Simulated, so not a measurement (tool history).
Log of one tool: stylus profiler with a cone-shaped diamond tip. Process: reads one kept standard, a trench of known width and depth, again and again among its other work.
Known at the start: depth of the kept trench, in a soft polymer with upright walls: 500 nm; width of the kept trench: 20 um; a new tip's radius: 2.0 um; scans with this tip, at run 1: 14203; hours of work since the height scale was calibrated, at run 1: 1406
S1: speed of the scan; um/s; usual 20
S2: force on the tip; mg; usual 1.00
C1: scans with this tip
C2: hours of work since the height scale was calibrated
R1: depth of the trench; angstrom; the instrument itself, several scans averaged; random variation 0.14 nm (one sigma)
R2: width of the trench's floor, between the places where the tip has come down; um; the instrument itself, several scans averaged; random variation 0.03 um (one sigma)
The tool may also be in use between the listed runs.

Run 1, hour 0.0: usual settings; C1 14203; C2 1406. Result: R1 5050.5 angstrom, R2 16.60 um.
Run 2, hour 37.8: usual settings; C1 14480; C2 1434. Result: R1 5048.1 angstrom, R2 16.53 um.
Run 3, hour 103.5: usual settings; C1 14963; C2 1481. Result: R1 5049.8 angstrom, R2 16.59 um.
Run 4, hour 162.0: usual settings; C1 15392; C2 1524. Result: R1 5050.4 angstrom, R2 16.56 um.
Run 5, hour 195.2: usual settings; C1 15636; C2 1548. Result: R1 5051.8 angstrom, R2 16.52 um.
Run 6, hour 227.1: usual settings but S2 1.04 mg; C1 15870; C2 1571. Result: R1 5054.4 angstrom, R2 16.52 um.
Run 7, hour 268.1: usual settings but S1 44 um/s; C1 16171; C2 1601. Result: R1 5053.0 angstrom, R2 16.31 um.
Run 8, hour 334.6: usual settings but S1 44 um/s; C1 16659; C2 1649. Result: R1 5052.7 angstrom, R2 16.27 um.
Run 9, hour 401.8: usual settings but S1 13 um/s; C1 17152; C2 1698. Result: R1 5055.8 angstrom, R2 16.50 um.
Run 10, hour 433.5: usual settings but S1 13 um/s; C1 17385; C2 1721. Result: R1 5055.1 angstrom, R2 16.49 um.
Run 11, hour 485.1: usual settings but S1 13 um/s; C1 17763; C2 1759. Result: R1 5054.7 angstrom, R2 16.50 um.
Run 12, hour 529.9: usual settings but S1 13 um/s; C1 18092; C2 1791. Result: R1 5057.6 angstrom, R2 16.47 um.
Run 13, hour 563.4: usual settings but S1 13 um/s; C1 18338; C2 1816. Result: R1 5055.6 angstrom, R2 16.53 um.
Run 14, hour 608.5: usual settings but S1 13 um/s; C1 18669; C2 1848. Result: R1 5056.7 angstrom, R2 16.43 um.
Run 15, hour 637.9: usual settings but S1 21 um/s; C1 18885; C2 1870. Result: R1 5056.5 angstrom, R2 16.42 um.
At hour 667.9: height scale calibrated on a step standard.
Run 16, hour 681.6: usual settings but S1 21 um/s; C1 19202; C2 10. Result: R1 5073.6 angstrom, R2 16.35 um.
Run 17, hour 733.5: usual settings but S2 2.21 mg; C1 19583; C2 48. Result: R1 5098.0 angstrom, R2 16.42 um.
Run 18, hour 782.9: usual settings; C1 19945; C2 84. Result: R1 5076.9 angstrom, R2 16.39 um.
Run 19, hour 837.7: usual settings but S1 12 um/s, S2 0.92 mg; C1 20347; C2 123. Result: R1 5076.5 angstrom, R2 16.44 um.
At hour 846.4: height scale calibrated on a step standard, once more.
Run 20, hour 868.8: usual settings but S1 29 um/s; C1 20572; C2 16. Result: R1 5031.0 angstrom, R2 16.30 um.
Run 21, hour 937.2: usual settings but S1 31 um/s, S2 1.82 mg; C1 21074; C2 66. Result: R1 5046.7 angstrom, R2 16.31 um.
Run 22, hour 979.6: usual settings but S1 12 um/s; C1 21385; C2 97. Result: R1 5032.3 angstrom, R2 16.37 um.
Run 23, hour 1045.0: usual settings but S2 0.94 mg; C1 21865; C2 144. Result: R1 5030.6 angstrom, R2 16.26 um.
Run 24, hour 1084.1: usual settings but S2 0.94 mg; C1 22152; C2 173. Result: R1 5031.7 angstrom, R2 16.29 um.
Run 25, hour 1140.8: usual settings but S1 9 um/s, S2 2.09 mg; C1 22568; C2 214. Result: R1 5051.6 angstrom, R2 16.39 um.
Run 26, hour 1210.6: usual settings but S1 18 um/s, S2 0.57 mg; C1 23081; C2 265. Result: R1 5025.0 angstrom, R2 16.20 um.
Run 27, hour 1268.7: usual settings but S1 36 um/s, S2 0.96 mg; C1 23507; C2 307. Result: R1 5034.7 angstrom, R2 16.13 um.
Run 28, hour 1340.3: usual settings but S1 43 um/s, S2 2.60 mg; C1 24032; C2 359. Result: R1 5061.6 angstrom, R2 16.14 um.
Run 29, hour 1372.9: usual settings but S1 43 um/s, S2 2.60 mg; C1 24271; C2 383. Result: R1 5064.4 angstrom, R2 16.20 um.
Run 30, hour 1403.6: usual settings but S1 43 um/s, S2 2.60 mg; C1 24497; C2 405. Result: R1 5063.1 angstrom, R2 16.20 um.
Run 31, hour 1437.7: usual settings but S1 27 um/s, S2 1.02 mg; C1 24747; C2 430. Result: R1 5037.3 angstrom, R2 16.16 um.
Run 32, hour 1474.6: usual settings but S1 37 um/s, S2 1.25 mg; C1 25018; C2 456. Result: R1 5040.0 angstrom, R2 16.11 um.
Run 33, hour 1518.9: usual settings but S1 37 um/s, S2 1.25 mg; C1 25343; C2 489. Result: R1 5043.3 angstrom, R2 16.05 um.
Run 34, hour 1588.5: usual settings but S1 29 um/s, S2 0.77 mg; C1 25854; C2 539. Result: R1 5031.9 angstrom, R2 16.06 um.
Run 35, hour 1623.3: usual settings but S1 29 um/s, S2 0.77 mg; C1 26109; C2 565. Result: R1 5034.7 angstrom, R2 16.04 um.
At hour 1664.5: new tip fitted, height scale calibrated.
Run 36, hour 1698.3: usual settings but S1 62 um/s, S2 2.46 mg; C1 248; C2 25. Result: R1 5056.9 angstrom, R2 17.11 um.

Some steps in R1 between neighbouring runs. How much of each would the tool show without its hidden state too (settings, what came in, random variation), and how much is left for the hidden state, with any gauge scatter that isn't in both results?
The hidden state here: radius of the tip, um; height scale over the true one, %; drift of the gauge itself on depth_nm, %; drift of the gauge itself on floor_um, %.
Run 15 -> 16: height scale calibrated on a step standard. R1 +17.1 angstrom: hidden state +18.6, all else -1.5.
Run 19 -> 20: S1 12 -> 29, S2 0.92 -> 1.00, height scale calibrated on a step standard, once more. R1 -45.5 angstrom: hidden state -45.8, all else +0.3.
Run 25 -> 26: S1 9 -> 18, S2 2.09 -> 0.57. R1 -26.6 angstrom: hidden state +0.7, all else -27.3.
Run 27 -> 28: S1 36 -> 43, S2 0.96 -> 2.60. R1 +26.9 angstrom: hidden state +0.7, all else +26.2.
Run 35 -> 36: S1 29 -> 62, S2 0.77 -> 2.46, new tip fitted, height scale calibrated. R1 +22.2 angstrom: hidden state -6.6, all else +28.8.
